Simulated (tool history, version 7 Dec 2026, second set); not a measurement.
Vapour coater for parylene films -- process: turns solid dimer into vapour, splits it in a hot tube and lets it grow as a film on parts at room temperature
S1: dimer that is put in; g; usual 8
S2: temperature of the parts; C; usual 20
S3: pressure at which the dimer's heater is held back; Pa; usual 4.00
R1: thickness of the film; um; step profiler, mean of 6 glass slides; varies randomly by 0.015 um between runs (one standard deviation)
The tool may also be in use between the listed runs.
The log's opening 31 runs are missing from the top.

run 32 hour=755.4 | S1=7 S2=26 S3=11.44 | R1=2.53
run 33 hour=783.5 | S1=7 S2=26 S3=11.44 | R1=2.53
run 34 hour=805.1 | S1=6 S2=14 S3=11.44 | R1=3.03
run 35 hour=827.1 | S1=3 S2=20 S3=4.00 | R1=1.42
run 36 hour=841.0 | S1=3 S2=20 S3=4.00 | R1=1.42
run 37 hour=874.7 | S1=3 S2=20 S3=4.00 | R1=1.42
run 38 hour=900.9 | S1=3 S2=14 S3=4.00 | R1=1.66
run 39 hour=916.5 | S1=4 S2=13 S3=3.60 | R1=2.30
run 40 hour=946.2 | S1=4 S2=18 S3=3.43 | R1=2.01
run 41 hour=961.7 | S1=7 S2=29 S3=2.06 | R1=2.67
run 42 hour=981.0 | S1=3 S2=20 S3=5.54 | R1=1.36
run 43 hour=1011.2 | S1=3 S2=12 S3=2.28 | R1=1.84
run 44 hour=1037.8 | S1=5 S2=16 S3=2.28 | R1=2.75
run 45 hour=1071.8 | S1=6 S2=16 S3=6.47 | R1=2.96
run 46 hour=1092.0 | S1=8 S2=16 S3=8.91 | R1=3.79
-- hour=1105.7 trap's valve overhauled
run 47 hour=1119.8 | S1=10 S2=16 S3=4.02 | R1=5.52

Forecast each of these 4 alternatives for the next run:
run A hour=1152.9 | S1=4 S2=21 S3=4.31 | R1=?
run B hour=1152.9 | S1=4 S2=16 S3=3.60 | R1=?
run C hour=1152.9 | S1=5 S2=16 S3=4.02 | R1=?
run D hour=1152.9 | S1=8 S2=14 S3=4.00 | R1=?

run=A R1=1.90
run=B R1=2.23
run=C R1=2.78
run=D R1=4.67
Without the tool's hidden state the same runs would have given:
run=A R1=1.90
run=B R1=2.24
run=C R1=2.78
run=D R1=4.69

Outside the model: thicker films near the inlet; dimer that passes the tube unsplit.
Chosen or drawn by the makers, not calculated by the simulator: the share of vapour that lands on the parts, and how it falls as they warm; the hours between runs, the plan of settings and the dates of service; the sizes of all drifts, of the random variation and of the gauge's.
